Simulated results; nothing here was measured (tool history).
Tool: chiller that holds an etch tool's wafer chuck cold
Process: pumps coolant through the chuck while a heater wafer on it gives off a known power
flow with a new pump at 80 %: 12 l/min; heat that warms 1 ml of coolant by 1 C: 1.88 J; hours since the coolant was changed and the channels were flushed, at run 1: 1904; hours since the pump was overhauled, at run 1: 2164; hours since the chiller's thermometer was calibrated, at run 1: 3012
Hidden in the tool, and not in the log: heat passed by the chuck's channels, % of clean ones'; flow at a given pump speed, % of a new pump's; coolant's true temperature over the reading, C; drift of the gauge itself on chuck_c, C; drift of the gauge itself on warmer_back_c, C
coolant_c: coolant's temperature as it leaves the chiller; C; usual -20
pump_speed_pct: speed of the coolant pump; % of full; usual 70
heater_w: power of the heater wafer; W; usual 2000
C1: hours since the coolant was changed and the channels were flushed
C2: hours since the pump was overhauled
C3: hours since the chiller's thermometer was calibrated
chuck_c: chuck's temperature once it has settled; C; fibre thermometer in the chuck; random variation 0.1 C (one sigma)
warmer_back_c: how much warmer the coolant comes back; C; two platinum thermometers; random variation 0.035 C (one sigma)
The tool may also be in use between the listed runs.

{"run": 1, "hour": 0.0, "coolant_c": -20, "pump_speed_pct": 70, "heater_w": 2000, "C1": 1904, "C2": 2164, "C3": 3012, "chuck_c": -4, "warmer_back_c": 6.29}
{"run": 2, "hour": 192.1, "coolant_c": -20, "pump_speed_pct": 70, "heater_w": 2000, "C1": 2096, "C2": 2356, "C3": 3204, "chuck_c": -3.9, "warmer_back_c": 6.27}
{"run": 3, "hour": 335.7, "coolant_c": -20, "pump_speed_pct": 70, "heater_w": 2000, "C1": 2239, "C2": 2499, "C3": 3347, "chuck_c": -4, "warmer_back_c": 6.25}
{"run": 4, "hour": 545.1, "coolant_c": -20, "pump_speed_pct": 70, "heater_w": 2000, "C1": 2449, "C2": 2709, "C3": 3557, "chuck_c": -3.6, "warmer_back_c": 6.32}
{"run": 5, "hour": 668.1, "coolant_c": -20, "pump_speed_pct": 70, "heater_w": 2000, "C1": 2572, "C2": 2832, "C3": 3680, "chuck_c": -3.8, "warmer_back_c": 6.33}
{"run": 6, "hour": 841.6, "coolant_c": -20, "pump_speed_pct": 70, "heater_w": 2000, "C1": 2745, "C2": 3005, "C3": 3853, "chuck_c": -3.9, "warmer_back_c": 6.32}
{"hour": 860.6, "done": "coolant pump overhauled"}
{"run": 7, "hour": 943.2, "coolant_c": -20, "pump_speed_pct": 70, "heater_w": 2000, "C1": 2842, "C2": 83, "C3": 3950, "chuck_c": -3.7, "warmer_back_c": 6.39}
{"run": 8, "hour": 1085.6, "coolant_c": -20, "pump_speed_pct": 70, "heater_w": 2000, "C1": 2984, "C2": 225, "C3": 4092, "chuck_c": -3.3, "warmer_back_c": 6.46}
{"run": 9, "hour": 1284.2, "coolant_c": -20, "pump_speed_pct": 70, "heater_w": 2000, "C1": 3183, "C2": 424, "C3": 4291, "chuck_c": -3.4, "warmer_back_c": 6.47}
{"run": 10, "hour": 1402.9, "coolant_c": -20, "pump_speed_pct": 70, "heater_w": 2000, "C1": 3302, "C2": 542, "C3": 4410, "chuck_c": -3.4, "warmer_back_c": 6.46}
{"hour": 1473.1, "done": "coolant pump overhauled, once more"}
{"run": 11, "hour": 1520.2, "coolant_c": -20, "pump_speed_pct": 70, "heater_w": 2000, "C1": 3414, "C2": 47, "C3": 4522, "chuck_c": -3.8, "warmer_back_c": 6.17}
{"run": 12, "hour": 1651.9, "coolant_c": -12, "pump_speed_pct": 74, "heater_w": 2009, "C1": 3546, "C2": 179, "C3": 4654, "chuck_c": 3.5, "warmer_back_c": 5.83}
{"run": 13, "hour": 1837.1, "coolant_c": -12, "pump_speed_pct": 62, "heater_w": 2980, "C1": 3731, "C2": 364, "C3": 4839, "chuck_c": 14.7, "warmer_back_c": 10.44}
{"run": 14, "hour": 1969.6, "coolant_c": -12, "pump_speed_pct": 62, "heater_w": 1687, "C1": 3863, "C2": 496, "C3": 4971, "chuck_c": 2.9, "warmer_back_c": 5.9}
{"run": 15, "hour": 2099.0, "coolant_c": -12, "pump_speed_pct": 62, "heater_w": 1687, "C1": 3993, "C2": 626, "C3": 5101, "chuck_c": 2.8, "warmer_back_c": 5.89}
{"run": 16, "hour": 2228.6, "coolant_c": -12, "pump_speed_pct": 90, "heater_w": 1403, "C1": 4122, "C2": 755, "C3": 5230, "chuck_c": -2.7, "warmer_back_c": 3.27}
{"run": 17, "hour": 2388.6, "coolant_c": -26, "pump_speed_pct": 68, "heater_w": 2000, "C1": 4282, "C2": 915, "C3": 5390, "chuck_c": -9.2, "warmer_back_c": 6.35}
{"run": 18, "hour": 2481.8, "coolant_c": -26, "pump_speed_pct": 68, "heater_w": 2899, "C1": 4375, "C2": 1009, "C3": 5484, "chuck_c": -1.2, "warmer_back_c": 9.26}
{"run": 19, "hour": 2585.5, "coolant_c": -14, "pump_speed_pct": 65, "heater_w": 2899, "C1": 4479, "C2": 1112, "C3": 5587, "chuck_c": 11.6, "warmer_back_c": 9.76}

3 ways to go on from here, each from the tool as it stands after run 19. What would each give?
{"run": "A", "hour": 2728.5, "coolant_c": -10, "pump_speed_pct": 65, "heater_w": 2899, "C1": 4622, "C2": 1255, "C3": 5730, "chuck_c": "?", "warmer_back_c": "?"}
{"run": "B", "hour": 2728.5, "coolant_c": -19, "pump_speed_pct": 67, "heater_w": 1302, "C1": 4622, "C2": 1255, "C3": 5730, "chuck_c": "?", "warmer_back_c": "?"}
{"run": "C", "hour": 2728.5, "coolant_c": -20, "pump_speed_pct": 62, "heater_w": 2585, "C1": 4622, "C2": 1255, "C3": 5730, "chuck_c": "?", "warmer_back_c": "?"}

run=A chuck_c=15.6 warmer_back_c=9.69
run=B chuck_c=-8.2 warmer_back_c=4.19
run=C chuck_c=3.6 warmer_back_c=9.06
Without the tool's hidden state the same runs would have given:
run=A chuck_c=13.8 warmer_back_c=9.6
run=B chuck_c=-8.6 warmer_back_c=4.15
run=C chuck_c=2 warmer_back_c=8.98
